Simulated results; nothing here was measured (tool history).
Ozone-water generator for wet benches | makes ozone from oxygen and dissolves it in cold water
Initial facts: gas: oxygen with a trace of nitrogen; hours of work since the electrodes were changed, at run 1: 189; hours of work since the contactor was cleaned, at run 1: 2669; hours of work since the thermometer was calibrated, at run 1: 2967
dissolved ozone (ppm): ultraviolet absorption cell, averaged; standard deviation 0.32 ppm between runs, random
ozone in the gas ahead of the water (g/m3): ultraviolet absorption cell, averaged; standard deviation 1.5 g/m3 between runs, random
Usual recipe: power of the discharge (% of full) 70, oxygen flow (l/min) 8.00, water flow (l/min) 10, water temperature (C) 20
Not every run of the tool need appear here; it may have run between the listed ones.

run,hour,power of the discharge (% of full),oxygen flow (l/min),water flow (l/min),water temperature (C),hours of work since the electrodes were changed,hours of work since the contactor was cleaned,hours of work since the thermometer was calibrated,dissolved ozone (ppm),ozone in the gas ahead of the water (g/m3)
1,0.0,70,8.00,10,20,189,2669,2967,48.9,272.8
2,83.6,70,8.00,10,20,253,2732,3030,49.1,272.5
3,166.4,70,8.00,10,20,315,2795,3092,48.8,274.4
4,231.7,70,8.00,13,20,364,2844,3142,43.6,273.8
5,309.6,70,8.00,13,20,423,2903,3201,43.7,274.0
6,356.4,70,8.00,10,20,459,2938,3236,48.4,270.6
7,448.2,70,8.00,10,20,528,3008,3305,48.0,270.5
8,491.9,70,8.00,10,20,561,3041,3338,48.4,270.5
9,586.3,70,8.00,13,20,632,3112,3410,43.1,272.2
10,663.4,70,8.00,10,20,690,3170,3468,48.3,271.2
11,703.5,98,8.00,10,20,721,3200,3498,62.2,352.8
12,765.3,98,8.00,10,20,767,3247,3545,62.3,352.1
13,813.7,70,8.00,10,23,804,3284,3581,44.3,269.3
14,880.5,70,6.59,10,20,854,3334,3632,50.7,302.2
15,977.6,70,8.00,10,20,928,3407,3705,47.8,267.4
16,1027.6,70,8.00,10,20,965,3445,3743,47.1,269.3
# hour 1089.1: water thermometer calibrated
17,1101.9,70,8.00,10,14,1021,3501,10,55.3,268.0
18,1196.2,44,9.80,8,20,1092,3572,81,33.5,162.0
19,1236.9,70,8.00,6,20,1123,3603,112,56.6,266.3
20,1281.8,70,8.21,6,24,1157,3637,145,50.7,260.8
21,1365.3,47,10.17,6,24,1220,3700,209,33.3,167.9
22,1423.5,47,10.17,9,24,1264,3744,252,29.5,166.3
23,1507.0,66,7.04,13,16,1327,3807,316,45.5,274.0
24,1561.1,66,7.04,13,13,1368,3848,356,48.1,273.1
25,1650.4,66,4.57,7,13,1435,3915,424,73.3,359.7
26,1733.0,66,4.57,7,13,1498,3977,486,72.5,358.7
27,1809.0,66,4.57,7,13,1555,4035,544,72.9,359.2
28,1897.7,66,4.57,10,13,1622,4102,611,60.1,357.9
29,1962.6,70,8.00,10,23,1671,4151,659,43.4,261.3
30,2014.2,70,8.00,10,23,1710,4190,699,43.7,265.6
31,2072.5,70,8.00,10,23,1754,4234,742,43.2,263.6
32,2151.6,70,5.08,10,20,1814,4293,802,53.1,351.2
33,2204.0,44,7.60,16,16,1853,4333,842,28.9,190.2

Each row is a separate what-if for the run after 33, all from the same tool condition, not one after another. Results?
A,2252.9,61,6.51,9,20,1890,4370,879,?,?
B,2252.9,44,7.85,7,19,1890,4370,879,?,?
C,2252.9,44,7.60,16,16,1890,4370,879,?,?

run,dissolved ozone (ppm),ozone in the gas ahead of the water (g/m3)
A,46.9,267.8
B,38.2,185.6
C,28.6,190.0
With no hidden state in the tool, these same runs would have given:
run,dissolved ozone (ppm),ozone in the gas ahead of the water (g/m3)
A,50.7,282.2
B,40.6,192.6
C,30.7,197.2
